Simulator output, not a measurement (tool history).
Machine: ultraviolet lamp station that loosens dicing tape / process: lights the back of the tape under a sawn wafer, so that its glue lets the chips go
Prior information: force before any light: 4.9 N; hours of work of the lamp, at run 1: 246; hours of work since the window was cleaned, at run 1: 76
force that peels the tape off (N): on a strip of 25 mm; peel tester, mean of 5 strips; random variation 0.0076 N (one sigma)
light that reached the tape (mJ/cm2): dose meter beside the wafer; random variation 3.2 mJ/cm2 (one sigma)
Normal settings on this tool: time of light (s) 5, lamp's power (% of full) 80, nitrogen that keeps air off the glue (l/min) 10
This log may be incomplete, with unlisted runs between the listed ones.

run   hour  time of light (s)  lamp's power (% of full)  nitrogen that keeps air off the glue (l/min)  hours of work of the lamp  hours of work since the window was cleaned  force that peels the tape off (N)  light that reached the tape (mJ/cm2)
  1      0                  5                        80                                            10                        246                                          76                              0.374                                   408
  2   17.1                  5                        80                                            10                        259                                          90                                0.4                                   403
  3   35.9                  5                        80                                            10                        274                                         104                               0.38                                   390
  4   48.5                  5                        80                                             4                        283                                         114                              0.578                                   388
  5   68.6                  5                        80                                             4                        299                                         129                              0.596                                   374
  6   88.1                  5                        80                                             4                        314                                         145                              0.632                                   373
  7  100.4                  5                        60                                            10                        323                                         154                              0.723                                   271
  8  110.9                  5                        60                                            10                        332                                         162                              0.725                                   267
  9  126.7                  5                        60                                            10                        344                                         174                              0.735                                   267
 10  142.9                  5                        66                                            10                        356                                         187                              0.672                                   288
 11  157.4                  4                        66                                            10                        368                                         198                              0.926                                   224
 12  165.9                  4                        66                                            10                        374                                         205                              0.973                                   220
     179.3  -- window cleaned of glue's vapour
 13  179.7                  4                        66                                            10                        384                                           0                              1.081                                   207
 14  194.2                  4                        66                                            10                        396                                          12                              1.133                                   198
 15  209.3                  4                        66                                            10                        407                                          23                              1.096                                   194
     210.7  -- window cleaned of glue's vapour, once more
 16  230.6                  7                        97                                            14                        423                                          15                              0.234                                   639
 17  242.5                  5                        66                                             5                        433                                          25                              0.765                                   306
 18    255                  5                        66                                             5                        442                                          34                              0.778                                   299
 19  273.2                  5                        80                                            12                        456                                          48                              0.433                                   355
 20  286.5                  5                        65                                            13                        467                                          59                              0.598                                   284
 21  303.4                 10                        70                                             7                        480                                          72                               0.25                                   606
 22  318.9                  3                        66                                             5                        492                                          84                               1.64                                   167
 23  335.4                  3                        66                                             5                        505                                          96                              1.697                                   162
 24  346.4                  4                        97                                             7                        513                                         105                              0.644                                   312
 25  355.8                  5                        80                                             5                        520                                         112                              0.706                                   327
 26  367.4                  5                        66                                             4                        529                                         121                              0.994                                   263
 27  376.6                  5                        66                                             4                        536                                         128                              1.044                                   259
 28  391.4                  5                        73                                            10                        548                                         140                              0.684                                   282
 29  400.8                  3                        92                                            17                        555                                         147                              0.867                                   210

5 options for the next run, each taken on its own from the tool as it stands now. Forecast them:
  A  409.6                  3                        74                                            17                        562                                         154                                  ?                                     ?
  B  409.6                  5                        73                                            17                        562                                         154                                  ?                                     ?
  C  409.6                  5                        80                                            10                        562                                         154                                  ?                                     ?
  D  409.6                  5                        81                                             5                        562                                         154                                  ?                                     ?
  E  409.6                  3                        92                                             4                        562                                         154                                  ?                                     ?

run  force that peels the tape off (N)  light that reached the tape (mJ/cm2)
  A                               1.25                                   165
  B                              0.589                                   275
  C                              0.628                                   295
  D                              0.773                                   305
  E                              1.433                                   211
With the hidden condition removed and each run's random variation left untouched, the same runs would have given:
run  force that peels the tape off (N)  light that reached the tape (mJ/cm2)
  A                              0.583                                   278
  B                              0.278                                   463
  C                              0.297                                   500
  D                              0.345                                   513
  E                              0.696                                   353

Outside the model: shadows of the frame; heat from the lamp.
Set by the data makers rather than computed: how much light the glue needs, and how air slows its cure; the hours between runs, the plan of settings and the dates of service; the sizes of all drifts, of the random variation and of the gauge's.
